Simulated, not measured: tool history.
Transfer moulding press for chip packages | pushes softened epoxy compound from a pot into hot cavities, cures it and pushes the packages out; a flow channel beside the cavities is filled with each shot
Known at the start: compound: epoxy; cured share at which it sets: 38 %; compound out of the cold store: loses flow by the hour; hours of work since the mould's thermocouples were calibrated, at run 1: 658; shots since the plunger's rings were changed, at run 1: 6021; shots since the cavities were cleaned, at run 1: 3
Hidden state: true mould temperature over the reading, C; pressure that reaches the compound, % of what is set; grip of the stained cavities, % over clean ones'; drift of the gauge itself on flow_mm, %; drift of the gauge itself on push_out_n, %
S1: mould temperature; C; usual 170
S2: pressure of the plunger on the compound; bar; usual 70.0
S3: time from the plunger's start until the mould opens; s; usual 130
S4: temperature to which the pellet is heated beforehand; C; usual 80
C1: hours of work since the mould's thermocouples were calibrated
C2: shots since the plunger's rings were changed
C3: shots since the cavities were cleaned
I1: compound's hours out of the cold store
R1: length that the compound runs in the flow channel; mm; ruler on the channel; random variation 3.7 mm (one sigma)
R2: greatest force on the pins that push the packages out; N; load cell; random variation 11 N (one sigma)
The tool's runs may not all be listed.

run 1 hour=0.0 | S1=170 S2=70.0 S3=130 S4=80 | C1=658 C2=6021 C3=3 | I1=14.7 | R1=651 R2=580
-- hour=15.3 mould's thermocouples calibrated
run 2 hour=33.8 | S1=170 S2=70.0 S3=130 S4=80 | C1=14 C2=6340 C3=322 | I1=11.5 | R1=659 R2=707
run 3 hour=76.8 | S1=170 S2=70.0 S3=130 S4=80 | C1=45 C2=6770 C3=752 | I1=12.3 | R1=652 R2=788
-- hour=99.8 plunger's sealing rings changed
run 4 hour=99.8 | S1=170 S2=70.0 S3=130 S4=80 | C1=61 C2=0 C3=958 | I1=28.6 | R1=660 R2=829
-- hour=110.2 cavities cleaned with cleaning compound and waxed
run 5 hour=145.8 | S1=170 S2=70.0 S3=130 S4=80 | C1=94 C2=446 C3=357 | I1=42.7 | R1=636 R2=659
run 6 hour=165.9 | S1=170 S2=70.0 S3=130 S4=80 | C1=109 C2=647 C3=558 | I1=24.1 | R1=669 R2=751
run 7 hour=187.7 | S1=170 S2=70.0 S3=130 S4=80 | C1=125 C2=866 C3=777 | I1=32.8 | R1=652 R2=777
-- hour=217.8 cavities cleaned with cleaning compound and waxed
run 8 hour=220.1 | S1=170 S2=70.0 S3=130 S4=80 | C1=148 C2=1175 C3=23 | I1=16.9 | R1=678 R2=569
run 9 hour=246.8 | S1=170 S2=70.0 S3=130 S4=80 | C1=167 C2=1442 C3=290 | I1=36.8 | R1=635 R2=671
run 10 hour=267.2 | S1=170 S2=70.0 S3=130 S4=80 | C1=182 C2=1646 C3=494 | I1=22.8 | R1=665 R2=742
run 11 hour=289.7 | S1=170 S2=70.0 S3=130 S4=80 | C1=199 C2=1872 C3=720 | I1=28.4 | R1=646 R2=773
-- hour=327.6 cavities cleaned with cleaning compound and waxed
run 12 hour=330.5 | S1=170 S2=70.0 S3=130 S4=80 | C1=228 C2=2266 C3=29 | I1=45.4 | R1=610 R2=524
run 13 hour=356.5 | S1=170 S2=70.0 S3=130 S4=80 | C1=247 C2=2526 C3=289 | I1=21.1 | R1=664 R2=661
run 14 hour=396.3 | S1=170 S2=70.0 S3=130 S4=80 | C1=277 C2=2925 C3=688 | I1=32.8 | R1=641 R2=781
run 15 hour=431.0 | S1=167 S2=70.0 S3=140 S4=84 | C1=303 C2=3273 C3=1036 | I1=29.6 | R1=647 R2=872
-- hour=435.1 cavities cleaned with cleaning compound and waxed
run 16 hour=454.4 | S1=167 S2=70.0 S3=140 S4=84 | C1=319 C2=3492 C3=193 | I1=20.2 | R1=663 R2=649
run 17 hour=499.7 | S1=167 S2=70.0 S3=140 S4=84 | C1=352 C2=3946 C3=647 | I1=41.2 | R1=618 R2=791
-- hour=541.6 cavities cleaned with cleaning compound and waxed
run 18 hour=542.7 | S1=162 S2=72.2 S3=151 S4=72 | C1=383 C2=4362 C3=11 | I1=37.1 | R1=651 R2=695
run 19 hour=568.6 | S1=162 S2=72.2 S3=151 S4=72 | C1=402 C2=4622 C3=271 | I1=10.4 | R1=715 R2=901
run 20 hour=592.8 | S1=172 S2=70.0 S3=151 S4=80 | C1=420 C2=4864 C3=513 | I1=11.7 | R1=663 R2=587
run 21 hour=623.2 | S1=170 S2=70.0 S3=130 S4=79 | C1=443 C2=5168 C3=817 | I1=27.7 | R1=626 R2=799
-- hour=647.8 cavities cleaned with cleaning compound and waxed
run 22 hour=657.4 | S1=170 S2=65.6 S3=145 S4=71 | C1=467 C2=5496 C3=96 | I1=21.6 | R1=617 R2=527
run 23 hour=698.4 | S1=170 S2=71.7 S3=148 S4=75 | C1=497 C2=5907 C3=507 | I1=10.4 | R1=674 R2=647
run 24 hour=724.3 | S1=176 S2=87.3 S3=127 S4=87 | C1=516 C2=6166 C3=766 | I1=20.8 | R1=680 R2=652
-- hour=754.5 cavities cleaned with cleaning compound and waxed
run 25 hour=764.3 | S1=176 S2=87.3 S3=127 S4=87 | C1=545 C2=6552 C3=98 | I1=34.9 | R1=652 R2=477
run 26 hour=783.1 | S1=170 S2=70.0 S3=117 S4=84 | C1=559 C2=6740 C3=286 | I1=22.1 | R1=627 R2=813
-- hour=809.0 plunger's sealing rings changed
run 27 hour=809.0 | S1=170 S2=70.0 S3=117 S4=84 | C1=576 C2=0 C3=521 | I1=27.1 | R1=661 R2=896

4 ways to go on from here, each from the tool as it stands after run 27. What would each give?
run A hour=844.9 | S1=170 S2=70.0 S3=130 S4=86 | C1=603 C2=360 C3=881 | I1=44.0 | R1=? R2=?
run B hour=844.9 | S1=166 S2=70.0 S3=117 S4=84 | C1=603 C2=360 C3=881 | I1=18.6 | R1=? R2=?
run C hour=844.9 | S1=176 S2=71.8 S3=132 S4=80 | C1=603 C2=360 C3=881 | I1=32.6 | R1=? R2=?
run D hour=844.9 | S1=170 S2=70.0 S3=127 S4=88 | C1=603 C2=360 C3=881 | I1=10.7 | R1=? R2=?

run=A R1=627 R2=817
run=B R1=700 R2=1358
run=C R1=642 R2=672
run=D R1=705 R2=865
Without the tool's hidden state the same runs would have given:
run=A R1=629 R2=506
run=B R1=702 R2=826
run=C R1=644 R2=426
run=D R1=708 R2=533
